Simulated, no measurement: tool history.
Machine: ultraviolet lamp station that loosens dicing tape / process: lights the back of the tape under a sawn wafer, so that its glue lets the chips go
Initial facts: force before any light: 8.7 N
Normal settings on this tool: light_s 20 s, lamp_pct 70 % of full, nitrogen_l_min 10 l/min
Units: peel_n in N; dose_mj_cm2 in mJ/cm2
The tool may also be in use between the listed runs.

| run | hour | light_s | lamp_pct | nitrogen_l_min | peel_n | dose_mj_cm2 |
|---|---|---|---|---|---|---|
| 1 | 0.0 | 20 | 70 | 10 | 0.817 | 245 |
| 2 | 6.4 | 20 | 70 | 5 | 1.292 | 243 |
| 3 | 14.8 | 20 | 70 | 7 | 1.054 | 240 |
| 4 | 24.7 | 20 | 70 | 7 | 1.063 | 243 |
| 5 | 35.4 | 20 | 70 | 10 | 0.887 | 242 |
| 6 | 41.8 | 20 | 70 | 10 | 0.858 | 240 |
| 7 | 47.7 | 20 | 70 | 10 | 0.855 | 239 |
| 8 | 55.5 | 20 | 70 | 14 | 0.694 | 237 |
| 9 | 62.4 | 20 | 70 | 17 | 0.631 | 240 |
| 10 | 70.0 | 20 | 61 | 17 | 0.872 | 208 |
| 11 | 75.8 | 20 | 70 | 10 | 0.882 | 240 |
| 12 | 88.9 | 20 | 70 | 10 | 0.913 | 234 |
|  | 90.2 | window cleaned of glue's vapour |
| 13 | 102.2 | 20 | 70 | 10 | 0.884 | 232 |
| 14 | 113.7 | 20 | 70 | 10 | 0.912 | 234 |
| 15 | 123.2 | 20 | 70 | 10 | 0.977 | 229 |
|  | 129.6 | window cleaned of glue's vapour, once more |
| 16 | 136.1 | 20 | 70 | 9 | 0.893 | 240 |
| 17 | 143.0 | 20 | 78 | 6 | 1.009 | 266 |
| 18 | 149.6 | 20 | 78 | 6 | 1.015 | 263 |
| 19 | 158.3 | 20 | 70 | 4 | 1.575 | 237 |
| 20 | 166.1 | 25 | 88 | 10 | 0.371 | 373 |
| 21 | 177.6 | 25 | 88 | 10 | 0.371 | 368 |

Predict each of these 5 candidate next runs independently; none follows another, all start after run 21:
| A | 183.0 | 30 | 62 | 14 | ? | ? |
| B | 183.0 | 16 | 88 | 18 | ? | ? |
| C | 183.0 | 20 | 68 | 6 | ? | ? |
| D | 183.0 | 20 | 70 | 11 | ? | ? |
| E | 183.0 | 20 | 77 | 7 | ? | ? |

| run | peel_n | dose_mj_cm2 |
|---|---|---|
| A | 0.427 | 313 |
| B | 0.630 | 238 |
| C | 1.325 | 228 |
| D | 0.844 | 232 |
| E | 0.967 | 258 |
Stripped of hidden state, with their random variation kept, the same runs would have yielded:
| run | peel_n | dose_mj_cm2 |
|---|---|---|
| A | 0.322 | 375 |
| B | 0.448 | 284 |
| C | 0.960 | 272 |
| D | 0.596 | 278 |
| E | 0.685 | 308 |

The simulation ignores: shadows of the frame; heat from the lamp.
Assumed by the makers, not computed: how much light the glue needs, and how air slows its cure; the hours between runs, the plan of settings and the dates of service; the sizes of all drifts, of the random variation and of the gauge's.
